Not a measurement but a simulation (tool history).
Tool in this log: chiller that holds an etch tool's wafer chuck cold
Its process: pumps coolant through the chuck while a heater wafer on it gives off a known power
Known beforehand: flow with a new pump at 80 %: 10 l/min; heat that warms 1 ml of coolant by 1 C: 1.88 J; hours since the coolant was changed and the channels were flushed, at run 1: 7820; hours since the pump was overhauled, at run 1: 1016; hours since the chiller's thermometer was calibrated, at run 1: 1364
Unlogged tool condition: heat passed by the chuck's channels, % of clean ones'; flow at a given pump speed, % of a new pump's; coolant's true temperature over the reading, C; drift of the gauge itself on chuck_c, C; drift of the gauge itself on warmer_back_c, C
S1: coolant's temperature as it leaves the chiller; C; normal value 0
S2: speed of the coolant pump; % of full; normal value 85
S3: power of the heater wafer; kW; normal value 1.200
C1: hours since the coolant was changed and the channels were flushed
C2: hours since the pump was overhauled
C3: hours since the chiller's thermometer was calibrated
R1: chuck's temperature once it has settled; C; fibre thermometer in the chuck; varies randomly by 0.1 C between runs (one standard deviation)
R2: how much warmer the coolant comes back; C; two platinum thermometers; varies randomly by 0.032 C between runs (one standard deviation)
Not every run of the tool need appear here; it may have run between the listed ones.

Run 1, hour 0.0: usual settings; C1 7820; C2 1016; C3 1364. Result: R1 12.3 C, R2 3.56 C.
Run 2, hour 46.4: usual settings; C1 7866; C2 1062; C3 1411. Result: R1 12.4 C, R2 3.58 C.
Run 3, hour 84.3: usual settings; C1 7904; C2 1100; C3 1449. Result: R1 12.6 C, R2 3.56 C.
Run 4, hour 148.2: usual settings but S1 10 C; C1 7968; C2 1164; C3 1513. Result: R1 22.4 C, R2 3.60 C.
Run 5, hour 175.9: usual settings but S1 10 C; C1 7996; C2 1192; C3 1540. Result: R1 22.5 C, R2 3.63 C.
Run 6, hour 230.8: usual settings; C1 8051; C2 1247; C3 1595. Result: R1 12.3 C, R2 3.61 C.
Run 7, hour 258.4: usual settings; C1 8078; C2 1274; C3 1623. Result: R1 12.6 C, R2 3.54 C.
Run 8, hour 312.0: usual settings but S3 1.389 kW; C1 8132; C2 1328; C3 1676. Result: R1 14.4 C, R2 4.24 C.
Run 9, hour 352.0: usual settings; C1 8172; C2 1368; C3 1716. Result: R1 12.5 C, R2 3.55 C.
Run 10, hour 405.4: usual settings; C1 8225; C2 1421; C3 1770. Result: R1 12.6 C, R2 3.55 C.
Run 11, hour 450.1: usual settings; C1 8270; C2 1466; C3 1815. Result: R1 12.5 C, R2 3.63 C.
Run 12, hour 476.4: usual settings; C1 8296; C2 1492; C3 1841. Result: R1 12.6 C, R2 3.61 C.
Run 13, hour 520.4: usual settings but S2 91 % of full; C1 8340; C2 1536; C3 1885. Result: R1 11.8 C, R2 3.40 C.
Run 14, hour 579.9: usual settings but S2 91 % of full; C1 8400; C2 1596; C3 1944. Result: R1 11.9 C, R2 3.37 C.
At hour 608.3: coolant changed, channels flushed.
Run 15, hour 632.0: usual settings but S2 96 % of full; C1 24; C2 1642; C3 1990. Result: R1 10.4 C, R2 3.18 C.
Run 16, hour 685.9: usual settings but S2 96 % of full; C1 78; C2 1696; C3 2044. Result: R1 10.1 C, R2 3.18 C.
Run 17, hour 720.3: usual settings but S2 96 % of full; C1 112; C2 1730; C3 2079. Result: R1 10.4 C, R2 3.22 C.
Run 18, hour 773.4: usual settings but S1 1 C, S2 64 % of full, S3 1.276 kW; C1 165; C2 1783; C3 2132. Result: R1 16.5 C, R2 5.22 C.
At hour 778.7: chiller's thermometer calibrated.
Run 19, hour 825.4: usual settings but S1 1 C, S2 64 % of full, S3 1.276 kW; C1 216; C2 1834; C3 47. Result: R1 16.4 C, R2 5.26 C.
Run 20, hour 853.0: usual settings but S1 1 C, S2 62 % of full, S3 1.046 kW; C1 244; C2 1862; C3 74. Result: R1 13.8 C, R2 4.49 C.
Run 21, hour 897.4: usual settings but S1 5 C, S2 97 % of full, S3 0.676 kW; C1 288; C2 1906; C3 119. Result: R1 10.6 C, R2 1.81 C.
Run 22, hour 927.1: usual settings but S1 5 C, S2 89 % of full, S3 0.715 kW; C1 318; C2 1936; C3 148. Result: R1 11.5 C, R2 2.07 C.
Run 23, hour 972.2: usual settings but S1 -3 C, S2 76 % of full; C1 363; C2 1981; C3 193. Result: R1 9.6 C, R2 4.10 C.
Run 24, hour 1009.8: usual settings but S1 -3 C, S2 76 % of full, S3 1.018 kW; C1 401; C2 2019; C3 231. Result: R1 7.6 C, R2 3.51 C.
At hour 1025.1: chiller's thermometer calibrated, once more.
Run 25, hour 1040.0: usual settings but S1 -5 C, S2 73 % of full, S3 1.721 kW; C1 430; C2 2048; C3 15. Result: R1 13.8 C, R2 6.09 C.
Run 26, hour 1075.9: usual settings but S1 -5 C, S2 73 % of full, S3 1.721 kW; C1 466; C2 2084; C3 51. Result: R1 13.9 C, R2 6.20 C.
Run 27, hour 1138.6: usual settings but S1 7 C, S2 74 % of full, S3 1.062 kW; C1 528; C2 2147; C3 113. Result: R1 18.6 C, R2 3.75 C.
Run 28, hour 1186.3: usual settings but S1 7 C, S2 74 % of full, S3 1.062 kW; C1 576; C2 2194; C3 161. Result: R1 18.4 C, R2 3.72 C.
Run 29, hour 1229.1: usual settings but S2 79 % of full, S3 0.958 kW; C1 619; C2 2237; C3 204. Result: R1 9.8 C, R2 3.17 C.
Run 30, hour 1290.5: usual settings but S1 -4 C, S3 1.163 kW; C1 680; C2 2299; C3 265. Result: R1 7.3 C, R2 3.58 C.
Run 31, hour 1343.7: usual settings but S1 5 C, S2 90 % of full, S3 1.628 kW; C1 733; C2 2352; C3 319. Result: R1 20.0 C, R2 4.62 C.
Run 32, hour 1403.8: usual settings but S1 8 C, S2 90 % of full, S3 0.773 kW; C1 794; C2 2412; C3 379. Result: R1 15.1 C, R2 2.16 C.

Consider 4 possible next runs. They are alternatives, not a sequence: every one starts from the tool as it was left by run 32. What does each give?
Run A, hour 1461.2: usual settings but S1 6 C, S2 67 % of full, S3 0.773 kW; C1 851; C2 2469; C3 436. Result: R1 ?, R2 ?.
Run B, hour 1461.2: usual settings but S1 8 C, S2 79 % of full, S3 0.773 kW; C1 851; C2 2469; C3 436. Result: R1 ?, R2 ?.
Run C, hour 1461.2: usual settings but S1 -1 C; C1 851; C2 2469; C3 436. Result: R1 ?, R2 ?.
Run D, hour 1461.2: usual settings but S3 1.153 kW; C1 851; C2 2469; C3 436. Result: R1 ?, R2 ?.

run    R1    R2
  A  15.2  3.05
  B  16.0  2.55
  C  10.6  3.66
  D  11.2  3.53
With no hidden state in the tool, these same runs would have given:
run    R1    R2
  A  15.0  3.00
  B  15.9  2.51
  C  10.4  3.60
  D  11.0  3.48

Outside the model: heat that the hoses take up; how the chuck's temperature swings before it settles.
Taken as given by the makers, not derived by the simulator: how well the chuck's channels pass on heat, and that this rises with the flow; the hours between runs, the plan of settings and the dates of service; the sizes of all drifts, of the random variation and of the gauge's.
